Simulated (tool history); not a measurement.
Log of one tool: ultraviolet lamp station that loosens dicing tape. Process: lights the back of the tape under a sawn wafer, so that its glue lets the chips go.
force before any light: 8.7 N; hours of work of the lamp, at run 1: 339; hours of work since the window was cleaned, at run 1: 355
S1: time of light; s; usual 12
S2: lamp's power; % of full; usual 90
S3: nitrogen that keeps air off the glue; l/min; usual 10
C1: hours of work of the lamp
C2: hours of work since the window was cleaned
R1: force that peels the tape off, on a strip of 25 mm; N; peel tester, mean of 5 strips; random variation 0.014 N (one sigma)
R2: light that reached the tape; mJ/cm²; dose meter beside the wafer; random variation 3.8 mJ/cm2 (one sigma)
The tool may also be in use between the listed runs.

run 1 hour=0 | S1=12 S2=90 S3=10 | C1=339 C2=355 | R1=1.095 R2=499
run 2 hour=14.5 | S1=12 S2=90 S3=10 | C1=345 C2=361 | R1=1.116 R2=500
run 3 hour=35.6 | S1=12 S2=90 S3=10 | C1=354 C2=370 | R1=1.119 R2=500
run 4 hour=47 | S1=12 S2=90 S3=10 | C1=359 C2=374 | R1=1.17 R2=497
run 5 hour=68.4 | S1=7 S2=90 S3=10 | C1=368 C2=383 | R1=2.532 R2=286
-- hour=74.4 window cleaned of glue's vapour
run 6 hour=80 | S1=7 S2=90 S3=10 | C1=373 C2=2 | R1=2.163 R2=334
run 7 hour=94.4 | S1=7 S2=90 S3=10 | C1=379 C2=8 | R1=2.086 R2=331
run 8 hour=116 | S1=7 S2=90 S3=10 | C1=388 C2=17 | R1=2.063 R2=334
run 9 hour=136.3 | S1=12 S2=90 S3=10 | C1=396 C2=26 | R1=0.849 R2=569
run 10 hour=151.7 | S1=12 S2=68 S3=10 | C1=403 C2=33 | R1=1.375 R2=425
run 11 hour=174.7 | S1=12 S2=68 S3=10 | C1=412 C2=42 | R1=1.452 R2=420
run 12 hour=195.6 | S1=12 S2=68 S3=10 | C1=421 C2=51 | R1=1.526 R2=420
run 13 hour=215.4 | S1=12 S2=90 S3=10 | C1=429 C2=59 | R1=0.903 R2=548
run 14 hour=230.2 | S1=12 S2=90 S3=10 | C1=436 C2=66 | R1=0.946 R2=551
run 15 hour=242.7 | S1=12 S2=90 S3=10 | C1=441 C2=71 | R1=0.956 R2=547
run 16 hour=256.1 | S1=12 S2=90 S3=10 | C1=447 C2=76 | R1=0.918 R2=544
run 17 hour=266.4 | S1=12 S2=90 S3=10 | C1=451 C2=81 | R1=0.92 R2=546
run 18 hour=286.2 | S1=12 S2=90 S3=10 | C1=459 C2=89 | R1=0.944 R2=546
run 19 hour=299.4 | S1=12 S2=90 S3=10 | C1=465 C2=95 | R1=0.916 R2=544
run 20 hour=321.7 | S1=12 S2=70 S3=10 | C1=474 C2=104 | R1=1.508 R2=421
run 21 hour=331.4 | S1=12 S2=70 S3=10 | C1=478 C2=108 | R1=1.507 R2=415
run 22 hour=354.8 | S1=12 S2=70 S3=3 | C1=488 C2=118 | R1=2.764 R2=420
run 23 hour=370.7 | S1=15 S2=90 S3=10 | C1=495 C2=125 | R1=0.627 R2=668
run 24 hour=384 | S1=15 S2=90 S3=10 | C1=500 C2=130 | R1=0.645 R2=659
run 25 hour=395.7 | S1=10 S2=90 S3=5 | C1=505 C2=135 | R1=2.036 R2=432
run 26 hour=409.9 | S1=10 S2=93 S3=18 | C1=511 C2=141 | R1=0.988 R2=451
run 27 hour=427.8 | S1=10 S2=93 S3=18 | C1=519 C2=149 | R1=1.007 R2=452
run 28 hour=444.9 | S1=18 S2=80 S3=10 | C1=526 C2=156 | R1=0.553 R2=686
run 29 hour=466.3 | S1=18 S2=80 S3=10 | C1=535 C2=165 | R1=0.592 R2=685
run 30 hour=478.6 | S1=8 S2=90 S3=10 | C1=540 C2=170 | R1=2.112 R2=337
run 31 hour=498.5 | S1=8 S2=90 S3=10 | C1=549 C2=178 | R1=2.089 R2=338
run 32 hour=510.5 | S1=8 S2=90 S3=10 | C1=554 C2=184 | R1=2.095 R2=335
run 33 hour=523.8 | S1=8 S2=93 S3=7 | C1=559 C2=189 | R1=2.35 R2=344
run 34 hour=533.6 | S1=12 S2=76 S3=10 | C1=563 C2=193 | R1=1.482 R2=425
run 35 hour=548.7 | S1=8 S2=90 S3=6 | C1=570 C2=200 | R1=2.666 R2=338
run 36 hour=567.1 | S1=18 S2=92 S3=14 | C1=578 C2=207 | R1=0.382 R2=757
run 37 hour=577.2 | S1=12 S2=90 S3=16 | C1=582 C2=212 | R1=0.846 R2=494
run 38 hour=595.7 | S1=7 S2=90 S3=11 | C1=590 C2=219 | R1=2.52 R2=290
run 39 hour=618.5 | S1=23 S2=77 S3=11 | C1=599 C2=229 | R1=0.405 R2=802
run 40 hour=636.4 | S1=23 S2=77 S3=11 | C1=607 C2=237 | R1=0.408 R2=796
run 41 hour=645.8 | S1=23 S2=77 S3=11 | C1=611 C2=240 | R1=0.41 R2=789
run 42 hour=666.2 | S1=12 S2=61 S3=6 | C1=619 C2=249 | R1=2.724 R2=331
run 43 hour=684.8 | S1=12 S2=61 S3=6 | C1=627 C2=257 | R1=2.842 R2=322

3 ways to go on from here, each from the tool as it stands after run 43. What would each give?
run A hour=694.9 | S1=23 S2=75 S3=4 | C1=631 C2=261 | R1=? R2=?
run B hour=694.9 | S1=12 S2=85 S3=6 | C1=631 C2=261 | R1=? R2=?
run C hour=694.9 | S1=7 S2=72 S3=5 | C1=631 C2=261 | R1=? R2=?

run=A R1=0.974 R2=752
run=B R1=1.805 R2=447
run=C R1=4.24 R2=224
Without the tool's hidden state the same runs would have given:
run=A R1=0.514 R2=1032
run=B R1=1.055 R2=614
run=C R1=3.229 R2=306
